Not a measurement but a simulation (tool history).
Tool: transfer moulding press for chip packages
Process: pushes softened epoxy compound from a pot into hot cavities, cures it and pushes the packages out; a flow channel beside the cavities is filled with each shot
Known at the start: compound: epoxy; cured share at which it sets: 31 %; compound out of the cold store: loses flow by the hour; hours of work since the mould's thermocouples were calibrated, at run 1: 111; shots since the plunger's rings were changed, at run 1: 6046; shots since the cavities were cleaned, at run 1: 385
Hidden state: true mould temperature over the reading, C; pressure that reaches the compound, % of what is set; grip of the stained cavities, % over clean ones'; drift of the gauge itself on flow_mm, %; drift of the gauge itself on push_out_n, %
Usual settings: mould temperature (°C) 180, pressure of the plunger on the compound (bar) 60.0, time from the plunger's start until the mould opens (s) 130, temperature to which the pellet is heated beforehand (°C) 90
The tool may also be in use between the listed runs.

| run | hour | mould temperature (°C) | pressure of the plunger on the compound (bar) | time from the plunger's start until the mould opens (s) | temperature to which the pellet is heated beforehand (°C) | hours of work since the mould's thermocouples were calibrated | shots since the plunger's rings were changed | shots since the cavities were cleaned | incoming compound's hours out of the cold store | length that the compound runs in the flow channel (mm) | greatest force on the pins that push the packages out (N) |
|---|---|---|---|---|---|---|---|---|---|---|---|
| 1 | 0.0 | 180 | 60.0 | 130 | 90 | 111 | 6046 | 385 | 24.8 | 678 | 643 |
| 2 | 12.5 | 180 | 60.0 | 130 | 90 | 119 | 6172 | 511 | 20.7 | 703 | 687 |
| 3 | 21.7 | 180 | 60.0 | 130 | 90 | 126 | 6265 | 604 | 33.7 | 658 | 709 |
| 4 | 40.6 | 180 | 60.0 | 130 | 90 | 139 | 6456 | 795 | 15.9 | 709 | 794 |
|  | 47.1 | plunger's sealing rings changed |
| 5 | 56.1 | 180 | 60.0 | 130 | 90 | 147 | 90 | 925 | 27.7 | 779 | 757 |
|  | 59.0 | cavities cleaned with cleaning compound and waxed |
| 6 | 66.6 | 180 | 60.0 | 130 | 90 | 154 | 182 | 78 | 10.0 | 827 | 516 |
| 7 | 85.4 | 180 | 60.0 | 161 | 90 | 166 | 371 | 267 | 36.4 | 750 | 573 |
| 8 | 103.6 | 180 | 60.0 | 161 | 90 | 179 | 555 | 451 | 14.9 | 812 | 654 |
| 9 | 119.8 | 180 | 60.0 | 130 | 90 | 190 | 718 | 614 | 16.5 | 799 | 741 |
| 10 | 135.8 | 180 | 60.0 | 130 | 90 | 201 | 879 | 775 | 24.4 | 764 | 742 |
|  | 153.2 | cavities cleaned with cleaning compound and waxed |
| 11 | 153.4 | 180 | 60.0 | 130 | 90 | 212 | 1041 | 1 | 9.2 | 820 | 432 |
| 12 | 162.9 | 185 | 60.0 | 130 | 90 | 218 | 1137 | 97 | 15.1 | 775 | 460 |
| 13 | 174.4 | 185 | 60.0 | 130 | 90 | 226 | 1253 | 213 | 23.3 | 746 | 541 |
| 14 | 192.7 | 179 | 60.0 | 130 | 90 | 239 | 1438 | 398 | 46.5 | 697 | 645 |
| 15 | 207.4 | 179 | 60.0 | 130 | 90 | 249 | 1587 | 547 | 27.8 | 757 | 702 |
| 16 | 225.9 | 173 | 60.0 | 130 | 90 | 261 | 1773 | 733 | 20.0 | 802 | 990 |
| 17 | 244.5 | 173 | 60.0 | 130 | 90 | 274 | 1960 | 920 | 42.4 | 718 | 971 |
|  | 248.1 | cavities cleaned with cleaning compound and waxed |
| 18 | 264.5 | 173 | 64.9 | 114 | 96 | 287 | 2147 | 165 | 35.4 | 770 | 906 |
| 19 | 280.1 | 179 | 45.8 | 122 | 92 | 297 | 2305 | 323 | 19.4 | 674 | 688 |
| 20 | 294.2 | 177 | 66.2 | 140 | 92 | 307 | 2447 | 465 | 9.8 | 844 | 714 |
| 21 | 312.4 | 177 | 66.2 | 116 | 97 | 320 | 2630 | 648 | 40.6 | 734 | 885 |
| 22 | 321.7 | 180 | 57.5 | 130 | 90 | 326 | 2724 | 742 | 26.4 | 723 | 742 |
| 23 | 336.4 | 181 | 60.0 | 143 | 90 | 336 | 2872 | 890 | 47.7 | 666 | 743 |
|  | 342.8 | cavities cleaned with cleaning compound and waxed |
| 24 | 350.2 | 173 | 60.0 | 155 | 90 | 344 | 2996 | 74 | 12.4 | 803 | 539 |
| 25 | 363.4 | 185 | 60.0 | 130 | 90 | 353 | 3130 | 208 | 47.6 | 650 | 556 |
| 26 | 382.3 | 185 | 60.0 | 130 | 90 | 366 | 3320 | 398 | 42.1 | 660 | 596 |
| 27 | 393.1 | 183 | 60.0 | 130 | 90 | 374 | 3429 | 507 | 24.8 | 712 | 649 |
| 28 | 411.0 | 180 | 66.1 | 148 | 96 | 386 | 3610 | 688 | 40.5 | 707 | 684 |
| 29 | 423.7 | 187 | 60.0 | 130 | 91 | 395 | 3738 | 816 | 25.2 | 708 | 714 |
|  | 436.9 | cavities cleaned with cleaning compound and waxed |
| 30 | 444.1 | 180 | 56.7 | 113 | 90 | 408 | 3929 | 72 | 28.5 | 689 | 513 |

Forecast each of these 3 alternatives for the next run:
| A | 457.4 | 185 | 69.8 | 130 | 93 | 417 | 4063 | 206 | 8.7 | ? | ? |
| B | 457.4 | 180 | 52.2 | 113 | 91 | 417 | 4063 | 206 | 38.2 | ? | ? |
| C | 457.4 | 187 | 60.0 | 130 | 97 | 417 | 4063 | 206 | 46.7 | ? | ? |

| run | length that the compound runs in the flow channel (mm) | greatest force on the pins that push the packages out (N) |
|---|---|---|
| A | 809 | 516 |
| B | 626 | 642 |
| C | 633 | 540 |
Without the tool's hidden state the same runs would have given:
| run | length that the compound runs in the flow channel (mm) | greatest force on the pins that push the packages out (N) |
|---|---|---|
| A | 885 | 388 |
| B | 685 | 494 |
| C | 692 | 404 |
